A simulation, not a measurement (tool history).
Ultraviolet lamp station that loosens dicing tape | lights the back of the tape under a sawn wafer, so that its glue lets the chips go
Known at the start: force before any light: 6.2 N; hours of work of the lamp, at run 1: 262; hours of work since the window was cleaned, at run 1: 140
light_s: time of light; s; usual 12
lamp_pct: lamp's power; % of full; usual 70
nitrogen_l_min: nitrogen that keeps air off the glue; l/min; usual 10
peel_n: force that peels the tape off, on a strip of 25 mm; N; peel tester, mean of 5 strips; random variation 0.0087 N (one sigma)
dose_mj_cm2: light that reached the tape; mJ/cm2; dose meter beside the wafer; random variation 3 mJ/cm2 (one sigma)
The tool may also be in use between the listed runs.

run   hour  light_s  lamp_pct  nitrogen_l_min  hours of work of the lamp  hours of work since the window was cleaned  peel_n  dose_mj_cm2
  1    0.0       12        70              10                        262                                         140   0.442          381
  2   10.1       12        70              10                        269                                         146   0.457          384
  3   21.0       12        70              10                        276                                         154   0.457          375
  4   37.0       12        70              10                        287                                         164   0.454          376
  5   59.6       12        70              10                        302                                         179   0.499          378
  6   75.3       12        71              10                        312                                         190   0.480          373
  7   95.1       12        71              10                        325                                         203   0.460          371
  8  111.4       12        70               3                        336                                         214   1.136          358
  9  120.8       12        71               4                        342                                         220   0.961          365
 10  139.1       12        96              14                        354                                         232   0.277          484
 11  149.3       11        70               3                        361                                         239   1.361          321
 12  168.6       11        70               3                        374                                         251   1.411          322
     180.8  -- window cleaned of glue's vapour
 13  191.8       14        88              10                        389                                           7   0.282          554
 14  206.9       12        64              10                        399                                          17   0.533          348

Hidden state at the last listed run before each entry between runs and at the first one after, where it differs:
Between runs 12 and 13: window cleaned of glue's vapour (hour 180.8)
  lamp's light, % of a new lamp's: 86 -> 85.5; light that the window lets through, % of a clean one's: 91.8 -> 99.5
  measured less the result without the state, peel_n: +0.418 -> +0.029 N; dose_mj_cm2: -87 -> -98 mJ/cm2

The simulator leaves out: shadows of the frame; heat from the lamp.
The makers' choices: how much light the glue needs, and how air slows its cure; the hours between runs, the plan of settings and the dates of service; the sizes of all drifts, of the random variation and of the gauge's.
